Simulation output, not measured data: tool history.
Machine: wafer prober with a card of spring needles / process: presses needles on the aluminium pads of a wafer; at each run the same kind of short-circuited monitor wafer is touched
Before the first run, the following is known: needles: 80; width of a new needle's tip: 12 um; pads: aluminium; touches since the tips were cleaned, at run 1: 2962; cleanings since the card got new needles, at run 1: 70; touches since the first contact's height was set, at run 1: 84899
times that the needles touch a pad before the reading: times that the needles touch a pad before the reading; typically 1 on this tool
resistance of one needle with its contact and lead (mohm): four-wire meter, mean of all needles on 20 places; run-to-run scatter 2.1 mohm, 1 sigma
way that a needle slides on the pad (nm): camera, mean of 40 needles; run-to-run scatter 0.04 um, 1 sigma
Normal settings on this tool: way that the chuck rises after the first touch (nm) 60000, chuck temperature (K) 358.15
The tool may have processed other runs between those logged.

run   hour  way that the chuck rises after the first touch (nm)  chuck temperature (K)  times that the needles touch a pad before the reading  touches since the tips were cleaned  cleanings since the card got new needles  touches since the first contact's height was set  resistance of one needle with its contact and lead (mohm)  way that a needle slides on the pad (nm)
  1      0                                                60000                 358.15                                                      1                                 2962                                        70                                             84899                                                        276                                     14380
       1.6  -- tips cleaned on abrasive film
      12.8  -- height of the first contact set anew
      14.9  -- tips cleaned on abrasive film
  2   20.4                                                60000                 358.15                                                      1                                 1478                                        72                                              2038                                                        258                                     14730
      28.8  -- tips cleaned on abrasive film
  3   33.5                                                60000                 356.15                                                      1                                 1291                                        73                                              5582                                                        256                                     14750
      40.7  -- tips cleaned on abrasive film
        54  -- tips cleaned on abrasive film
  4   54.2                                                60000                 358.15                                                      2                                   79                                        75                                             11163                                                        234                                     14720
      67.9  -- tips cleaned on abrasive film
  5     77                                                52000                 358.15                                                      1                                 2484                                        76                                             17331                                                        286                                     12720
      79.8  -- tips cleaned on abrasive film
      91.8  -- tips cleaned on abrasive film
  6   95.5                                                60000                 358.15                                                      2                                 1004                                        78                                             22290                                                        246                                     14620
     104.7  -- tips cleaned on abrasive film
  7  108.1                                                60000                 358.15                                                      2                                  908                                        79                                             25688                                                        246                                     14620
     117.1  -- tips cleaned on abrasive film
     130.1  -- tips cleaned on abrasive film
  8  132.9                                                60000                 358.15                                                      1                                  759                                        81                                             32394                                                        250                                     14510
     143.5  -- tips cleaned on abrasive film
  9  153.2                                                75000                 358.15                                                      1                                 2657                                        82                                             37885                                                        259                                     18360
     157.2  -- tips cleaned on abrasive film
     169.4  -- tips cleaned on abrasive film
 10  180.5                                                75000                 358.15                                                      1                                 2997                                        84                                             45233                                                        259                                     18240
     182.3  -- tips cleaned on abrasive film
 11  193.7                                                75000                 358.15                                                      1                                 3104                                        85                                             48810                                                        254                                     18140
     195.3  -- tips cleaned on abrasive film
       208  -- tips cleaned on abrasive film
 12  212.6                                                75000                 358.15                                                      1                                 1267                                        87                                             53902                                                        246                                     18090
     220.2  -- tips cleaned on abrasive film
       232  -- tips cleaned on abrasive film
 13  241.7                                                75000                 358.15                                                      1                                 2645                                        89                                             61744                                                        258                                     18060
     243.8  -- tips cleaned on abrasive film
     257.3  -- tips cleaned on abrasive film
 14    268                                                75000                 358.15                                                      1                                 2907                                        91                                             68848                                                        257                                     18170
     270.6  -- tips cleaned on abrasive film
     283.4  -- tips cleaned on abrasive film
 15  287.3                                                75000                 358.15                                                      1                                 1043                                        93                                             74022                                                        245                                     18060

The next listed run, before its measurement:
     295.9  -- tips cleaned on abrasive film
     307.7  -- tips cleaned on abrasive film
 16   309                                                75000                 358.15                                                      1                                  357                                        95                                             79887                                                          ?                                         ?

Run 16 gave resistance of one needle with its contact and lead (mohm) 240, way that a needle slides on the pad (nm) 17930.
Without the tool's hidden state the same run would have given resistance of one needle with its contact and lead (mohm) 232, way that a needle slides on the pad (nm) 18390.

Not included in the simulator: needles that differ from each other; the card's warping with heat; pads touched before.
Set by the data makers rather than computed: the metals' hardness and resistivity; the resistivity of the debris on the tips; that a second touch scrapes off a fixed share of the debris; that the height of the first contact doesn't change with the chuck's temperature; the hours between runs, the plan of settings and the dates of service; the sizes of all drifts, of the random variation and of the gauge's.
